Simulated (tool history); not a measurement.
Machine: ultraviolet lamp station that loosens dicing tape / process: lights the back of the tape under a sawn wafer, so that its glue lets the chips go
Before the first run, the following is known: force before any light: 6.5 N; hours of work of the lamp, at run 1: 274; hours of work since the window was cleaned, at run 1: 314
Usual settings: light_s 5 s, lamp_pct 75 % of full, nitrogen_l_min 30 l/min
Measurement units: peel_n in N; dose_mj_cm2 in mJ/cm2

run  hour  light_s  lamp_pct  nitrogen_l_min  hours of work of the lamp  hours of work since the window was cleaned  peel_n  dose_mj_cm2
  1     0        5        75              30                        274                                         314   1.354          280
  2   8.1        5        75              30                        279                                         319   1.311          278
  3  17.6        5        75              30                        286                                         326   1.339          276
  4  28.5        5        75              30                        293                                         333   1.342          275
  5  34.2        5        61              30                        297                                         337   1.865          225
  6  41.1        5        61              24                        301                                         341   1.967          223
  7  47.5        5        61              24                        305                                         345   2.036          224
  8  57.7        5        61              24                        312                                         352   1.988          222
  9  67.1        5        61              24                        318                                         358   2.093          221
 10  76.7        5        61              24                        325                                         365   2.017          217

For run 11, what comes out?
 11  82.4        5        75              25                        329                                         368       ?            ?

Logged for run 11: peel_n 1.57 N, dose_mj_cm2 267 mJ/cm2.
Were there no unlogged condition in the tool, this run, its random variation unchanged, would have produced peel_n 1.073 N, dose_mj_cm2 348 mJ/cm2.
